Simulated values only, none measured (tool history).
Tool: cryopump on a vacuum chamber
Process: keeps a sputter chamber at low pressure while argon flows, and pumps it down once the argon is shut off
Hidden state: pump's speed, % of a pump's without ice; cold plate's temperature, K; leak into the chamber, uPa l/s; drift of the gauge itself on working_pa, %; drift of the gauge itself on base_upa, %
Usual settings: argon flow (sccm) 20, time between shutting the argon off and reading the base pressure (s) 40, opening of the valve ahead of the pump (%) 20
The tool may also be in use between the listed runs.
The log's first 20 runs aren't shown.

| run | hour | argon flow (sccm) | time between shutting the argon off and reading the base pressure (s) | opening of the valve ahead of the pump (%) | hours of work since the pump was warmed up and emptied | hours of work since the cold head was overhauled | hours of work since the chamber's fittings were tightened | pressure while argon flows (Pa) | pressure after the wait (uPa) |
|---|---|---|---|---|---|---|---|---|---|
| 21 | 1131.7 | 20 | 40 | 55 | 535 | 1960 | 803 | 0.0288 | 1.2 |
| 22 | 1191.2 | 20 | 215 | 20 | 583 | 2008 | 851 | 0.0729 | 0.69 |
| 23 | 1249.4 | 20 | 215 | 20 | 630 | 2055 | 898 | 0.0732 | 0.77 |
|  | 1313.4 | pump warmed up, emptied and cooled again |
| 24 | 1337.7 | 32 | 83 | 41 | 20 | 2123 | 966 | 0.0551 | 0.91 |
| 25 | 1394.9 | 32 | 83 | 41 | 66 | 2169 | 1012 | 0.0551 | 0.88 |
| 26 | 1429.5 | 32 | 83 | 41 | 94 | 2197 | 1040 | 0.055 | 0.94 |
| 27 | 1482.7 | 32 | 128 | 41 | 137 | 2240 | 1083 | 0.0562 | 0.8 |
| 28 | 1565.7 | 32 | 128 | 41 | 204 | 2307 | 1150 | 0.0566 | 0.81 |
| 29 | 1645.7 | 20 | 40 | 56 | 269 | 2372 | 1215 | 0.0273 | 1.38 |
| 30 | 1716.2 | 20 | 40 | 56 | 326 | 2429 | 1272 | 0.026 | 1.36 |
| 31 | 1794.7 | 30 | 40 | 20 | 390 | 2493 | 1336 | 0.1071 | 1.46 |
| 32 | 1854.7 | 8 | 213 | 52 | 438 | 2541 | 1384 | 0.0122 | 0.96 |
| 33 | 1897.1 | 8 | 213 | 52 | 473 | 2576 | 1419 | 0.0119 | 0.97 |
| 34 | 1955.1 | 15 | 213 | 33 | 520 | 2623 | 1466 | 0.0341 | 1.02 |

Forecast each of these 3 alternatives for the next run:
| A | 2008.4 | 37 | 40 | 25 | 563 | 2666 | 1509 | ? | ? |
| B | 2008.4 | 15 | 213 | 38 | 563 | 2666 | 1509 | ? | ? |
| C | 2008.4 | 30 | 92 | 33 | 563 | 2666 | 1509 | ? | ? |

| run | pressure while argon flows (Pa) | pressure after the wait (uPa) |
|---|---|---|
| A | 0.1098 | 1.62 |
| B | 0.0311 | 1 |
| C | 0.0689 | 1.17 |
Without the tool's hidden state the same runs would have given:
| run | pressure while argon flows (Pa) | pressure after the wait (uPa) |
|---|---|---|
| A | 0.1024 | 0.82 |
| B | 0.0281 | 0.19 |
| C | 0.0628 | 0.38 |
